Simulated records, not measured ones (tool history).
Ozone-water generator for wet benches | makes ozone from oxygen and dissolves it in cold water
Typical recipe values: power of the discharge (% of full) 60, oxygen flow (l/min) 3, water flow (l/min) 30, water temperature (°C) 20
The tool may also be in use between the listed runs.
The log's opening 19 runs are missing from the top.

run	hour	power of the discharge (% of full)	oxygen flow (l/min)	water flow (l/min)	water temperature (°C)	hours of work since the electrodes were changed	hours of work since the contactor was cleaned	hours of work since the thermometer was calibrated	dissolved ozone (ppm)	ozone in the gas ahead of the water (g/m3)
20	630.6	48	2.4	30	18	1203	2508	784	11.9	220.4
21	658.9	46	3.57	20	12	1220	2525	801	18.8	170.2
22	681.5	60	3	30	25	1234	2539	815	13.5	220.9
23	711.9	47	3.9	30	28	1253	2558	834	11.5	163.7
24	754.3	47	4.05	30	24	1279	2584	860	12	161.8
25	794.4	47	4.05	30	24	1304	2609	885	12	161
26	830.9	54	4.05	36	24	1326	2631	907	11	173.8
27	849.4	54	4.05	36	24	1337	2643	919	11	172.6
28	873	54	1.88	30	17	1352	2657	933	12.1	274.5
29	910.8	54	1.88	30	17	1375	2681	956	12.2	275.3
30	941.2	62	3.57	35	27	1394	2699	975	11.7	205.3
31	970.4	60	3	48	20	1412	2717	993	8.6	221.1
32	1008.1	60	3	48	20	1435	2740	1016	8.7	219.7

Alternative continuations, all from the tool just after run 32; predict every row:
A	1034.3	60	3.1	48	20	1451	2757	1032	?	?
B	1034.3	60	4.61	48	12	1451	2757	1032	?	?
C	1034.3	64	3	48	14	1451	2757	1032	?	?
D	1034.3	60	2.18	28	14	1451	2757	1032	?	?
E	1034.3	86	3.26	48	20	1451	2757	1032	?	?

run	dissolved ozone (ppm)	ozone in the gas ahead of the water (g/m3)
A	8.7	218.1
B	9.8	171.6
C	9.1	233.2
D	14.3	268.4
E	10.8	261.7
Take away the tool's hidden state, keep each run's random variation, and the runs would have read:
run	dissolved ozone (ppm)	ozone in the gas ahead of the water (g/m3)
A	9	223.5
B	10.3	175.8
C	9.5	239.2
D	14.9	275
E	11.3	269.7
